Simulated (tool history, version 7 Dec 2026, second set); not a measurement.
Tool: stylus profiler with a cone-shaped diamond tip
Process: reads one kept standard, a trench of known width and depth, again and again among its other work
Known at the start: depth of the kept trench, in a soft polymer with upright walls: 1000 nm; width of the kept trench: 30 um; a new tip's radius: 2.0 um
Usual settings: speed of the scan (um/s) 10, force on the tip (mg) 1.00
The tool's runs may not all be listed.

run     day  speed of the scan (um/s)  force on the tip (mg)  depth of the trench (nm)  width of the trench's floor (µm)
  1   0.000                        10                   1.00                   1005.59                             26.50
  2   1.362                        10                   1.00                   1006.40                             26.51
  3   2.138                        10                   1.00                   1005.87                             26.40
  4   2.954                        10                   1.00                   1006.01                             26.44
  5   3.633                        10                   1.00                   1005.81                             26.47
  6   5.025                        10                   1.00                   1005.64                             26.48
  7   5.788                        10                   1.00                   1006.17                             26.47
  8   6.950                        10                   1.00                   1006.14                             26.48
  9   8.442                        10                   1.00                   1005.62                             26.50
 10   9.762                        10                   1.00                   1005.39                             26.43
 11  11.125                        10                   1.00                   1005.56                             26.53
 12  12.296                        10                   1.00                   1006.07                             26.48
 13  13.629                        10                   0.49                   1003.90                             26.43
 14  14.892                         3                   1.00                   1005.73                             26.51
 15  16.179                         3                   1.00                   1006.02                             26.53
 16  17.329                        14                   1.10                   1005.90                             26.43
 17  18.225                        14                   1.10                   1006.69                             26.41
 18  19.000                        35                   1.45                   1007.43                             26.27
 19  20.392                        27                   0.52                   1003.58                             26.27
 20  21.888                         6                   1.21                   1006.80                             26.47
 21  23.346                        39                   1.65                   1008.14                             26.38
 22  24.708                        24                   0.34                   1002.71                             26.25
 23  26.179                        24                   0.34                   1002.74                             26.23
 24  27.462                        10                   0.83                   1004.95                             26.47
 25  28.542                        10                   0.83                   1005.05                             26.42
 26  29.325                        10                   0.83                   1004.85                             26.46
 27  30.558                        11                   1.00                   1005.78                             26.47
 28  31.583                        11                   1.00                   1005.99                             26.44
 29  32.367                        14                   2.92                   1012.11                             26.45
 30  33.250                        14                   2.92                   1011.67                             26.46

Forecast each of these 3 alternatives for the next run:
  A  34.225                         3                   0.40                         ?                                 ?
  B  34.225                         7                   2.31                         ?                                 ?
  C  34.225                        28                   0.95                         ?                                 ?

run  depth of the trench (nm)  width of the trench's floor (µm)
  A                   1003.26                             26.46
  B                   1010.31                             26.46
  C                   1005.90                             26.27
Without the tool's hidden state the same runs would have given:
run  depth of the trench (nm)  width of the trench's floor (µm)
  A                   1003.27                             26.47
  B                   1010.32                             26.46
  C                   1005.91                             26.28
